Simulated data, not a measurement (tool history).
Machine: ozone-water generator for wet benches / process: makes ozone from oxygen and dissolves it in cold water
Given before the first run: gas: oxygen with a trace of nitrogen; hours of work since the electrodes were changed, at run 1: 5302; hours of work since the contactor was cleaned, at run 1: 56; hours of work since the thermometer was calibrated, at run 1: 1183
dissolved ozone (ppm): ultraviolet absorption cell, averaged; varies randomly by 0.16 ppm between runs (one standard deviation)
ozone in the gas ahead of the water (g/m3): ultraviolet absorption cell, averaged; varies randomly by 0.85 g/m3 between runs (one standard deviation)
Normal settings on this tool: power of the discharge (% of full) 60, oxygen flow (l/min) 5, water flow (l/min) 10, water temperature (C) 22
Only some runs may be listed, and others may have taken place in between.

run    hour  power of the discharge (% of full)  oxygen flow (l/min)  water flow (l/min)  water temperature (C)  hours of work since the electrodes were changed  hours of work since the contactor was cleaned  hours of work since the thermometer was calibrated  dissolved ozone (ppm)  ozone in the gas ahead of the water (g/m3)
  1       0                                  60                    5                  10                     22                                             5302                                             56                                                1183                   19.1                                       126.4
  2   108.6                                  60                    5                  10                     22                                             5400                                            154                                                1282                   18.6                                       126.7
  3   321.2                                  62                    5                  10                     22                                             5593                                            347                                                1474                   19.1                                       130.3
  4   516.5                                  62                    5                  10                     22                                             5770                                            524                                                1651                   19.2                                       128.9
  5   714.8                                  62                    5                  10                     22                                             5949                                            703                                                1831                   19.1                                       128.2
  6   874.6                                  62                    5                  10                     22                                             6094                                            848                                                1975                   19.1                                       127.8
  7   986.4                                  75                    5                  10                     22                                             6195                                            949                                                2076                   22.2                                       152.9
  8  1206.9                                  90                    5                  10                     22                                             6395                                           1149                                                2276                   25.6                                       176.6
  9  1342.6                                  60                    5                  10                     22                                             6518                                           1272                                                2399                   18.4                                       124.8
 10    1433                                  60                    5                  15                     22                                             6600                                           1354                                                2481                   13.5                                       124.4
 11  1622.9                                  98                    5                  15                     22                                             6772                                           1526                                                2653                   20.4                                       186.9
 12  1756.4                                  98                    5                  15                     22                                             6893                                           1646                                                2774                   20.3                                       186.7
 13    1924                                  98                    5                  15                     22                                             7044                                           1798                                                2926                   20.1                                       186.9
 14  2085.2                                  98                    5                  15                     22                                             7190                                           1944                                                3072                   19.7                                       186.6
 15  2218.7                                  98                    5                  15                     22                                             7311                                           2065                                                3192                   20.1                                       185.1
 16  2385.7                                  77                    4                  15                     22                                             7462                                           2216                                                3344                   16.5                                       168.4
 17  2593.7                                  45                 2.57                  10                     22                                             7651                                           2405                                                3532                   15.3                                       139.6

What will run 18 give?
 18  2693.4                                  53                    5                   8                     16                                             7741                                           2495                                                3622                      ?                                           ?

{"run 18": {"dissolved ozone (ppm)": 21.1, "ozone in the gas ahead of the water (g/m3)": 110.4}}
On a tool with no hidden condition, and with the same random variation, this run would have come out at dissolved ozone (ppm) 23.6, ozone in the gas ahead of the water (g/m3) 122.
